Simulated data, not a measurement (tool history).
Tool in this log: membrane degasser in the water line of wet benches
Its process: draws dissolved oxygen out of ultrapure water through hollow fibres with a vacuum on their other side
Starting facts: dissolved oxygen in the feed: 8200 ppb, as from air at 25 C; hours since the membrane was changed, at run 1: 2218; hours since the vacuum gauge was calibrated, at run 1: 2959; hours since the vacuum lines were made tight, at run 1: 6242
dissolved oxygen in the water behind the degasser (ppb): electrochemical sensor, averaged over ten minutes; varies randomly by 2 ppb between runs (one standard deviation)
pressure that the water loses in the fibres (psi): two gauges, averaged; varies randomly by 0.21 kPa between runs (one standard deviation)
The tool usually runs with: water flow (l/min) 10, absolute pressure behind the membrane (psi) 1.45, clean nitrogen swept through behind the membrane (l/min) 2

run,day,water flow (l/min),absolute pressure behind the membrane (psi),clean nitrogen swept through behind the membrane (l/min),hours since the membrane was changed,hours since the vacuum gauge was calibrated,hours since the vacuum lines were made tight,dissolved oxygen in the water behind the degasser (ppb),pressure that the water loses in the fibres (psi)
1,0,10,1.45,2,2218,2959,6242,195.5,7.458
2,1.779,10,1.45,2,2260,3001,6285,192.7,7.488
3,3.783,10,1.45,2,2308,3049,6333,192.3,7.464
4,6.217,10,1.45,2,2367,3108,6391,194.1,7.468
5,8.392,15,1.45,2,2419,3160,6443,486.1,11.251
6,9.7,15,1.45,2,2450,3191,6475,482.4,11.298
7,11.067,10,1.45,2,2483,3224,6508,195,7.552
8,12.592,10,1.45,2,2520,3261,6544,192.4,7.525
9,14.871,7,1.54,5.5,2575,3315,6599,51.6,5.292
10,17.238,7,1.54,5.5,2631,3372,6656,52.2,5.311
11,18.788,7,1.12,5.5,2668,3409,6693,42.6,5.358
12,20.121,10,2.12,2,2700,3441,6725,248,7.554
# day 20.912: gauge calibrated
13,21.783,10,2.12,2,2740,3481,6765,252.7,7.433
14,23.033,8,1.45,2.76,2770,3511,6795,97.4,5.973
15,24.604,10,1.45,1.56,2808,3549,6833,214.8,7.464
16,26.142,10,1.45,1.56,2845,3586,6869,217.4,7.449

5 ways to go on from here, each from the tool as it stands after run 16. What would each give?
A,27.542,13,1.45,1.56,2879,3620,6903,?,?
B,27.542,10,2.93,1.56,2879,3620,6903,?,?
C,27.542,10,1.45,1.98,2879,3620,6903,?,?
D,27.542,13,2.36,0.9,2879,3620,6903,?,?
E,27.542,10,1.58,1.65,2879,3620,6903,?,?

run,dissolved oxygen in the water behind the degasser (ppb),pressure that the water loses in the fibres (psi)
A,385.3,9.729
B,365.1,7.562
C,198.8,7.498
D,650.3,9.709
E,223.1,7.497
The same runs, with their run-to-run variation unchanged, on a tool lacking any hidden condition would have given:
run,dissolved oxygen in the water behind the degasser (ppb),pressure that the water loses in the fibres (psi)
A,384.9,9.657
B,364.8,7.506
C,198.6,7.442
D,649.7,9.636
E,222.8,7.44
